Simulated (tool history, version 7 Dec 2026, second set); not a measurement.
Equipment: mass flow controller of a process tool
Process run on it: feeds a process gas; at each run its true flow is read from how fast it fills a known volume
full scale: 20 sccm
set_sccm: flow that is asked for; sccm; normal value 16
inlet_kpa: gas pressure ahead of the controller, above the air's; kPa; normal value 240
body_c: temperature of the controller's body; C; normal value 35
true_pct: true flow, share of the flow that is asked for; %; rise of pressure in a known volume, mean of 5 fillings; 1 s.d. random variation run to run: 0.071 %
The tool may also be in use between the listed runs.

run    hour  set_sccm  inlet_kpa  body_c  true_pct
  1     0.0        16        240      35    102.42
  2    60.9        16        240      35    102.59
  3   131.4        16        240      35    102.58
  4   181.4        16        240      35    102.62
  5   247.3        16        240      35    102.62
  6   295.1        16        240      35    102.54
  7   366.2        16        169      35    103.11
  8   437.6        16        169      35    103.00
  9   483.8        16        169      35    103.15
 10   553.7        16        169      35    103.08
 11   611.1        16        240      27    101.98
 12   663.7        16        240      35    102.72
 13   749.5        16        240      35    102.69
      755.8  -- controller's zero set anew
 14   830.5         4        240      28    107.62
 15   882.5         4        240      28    107.57
 16   935.3         4        240      28    107.57
 17  1005.5         4        255      29    107.73
 18  1055.9         5        174      29    107.03
 19  1123.4        10        145      29    104.55
 20  1159.7        10        237      21    103.19
     1186.6  -- controller's zero set anew, once more
 21  1231.6        10        237      21    100.46
 22  1293.2        16        180      35    102.23
 23  1342.1        16        180      35    102.07
 24  1407.3         8        274      30    101.08

Difference, measured minus no-hidden-state, one row per run. Run-to-run variation is common to both terms; the gauge's own scatter need not be:
Hidden state at play: flow at rest that the sensor doesn't see, % of full scale; true flow over the shown one, %; drift of the gauge itself on true_pct, %.
run  true_pct
  1     +1.98
  2     +1.99
  3     +2.01
  4     +2.03
  5     +2.05
  6     +2.06
  7     +2.09
  8     +2.11
  9     +2.12
 10     +2.15
 11     +2.16
 12     +2.19
 13     +2.20
 14     +8.05
 15     +8.09
 16     +8.14
 17     +8.19
 18     +6.83
 19     +4.03
 20     +4.05
 21     +1.23
 22     +1.24
 23     +1.25
 24     +1.33
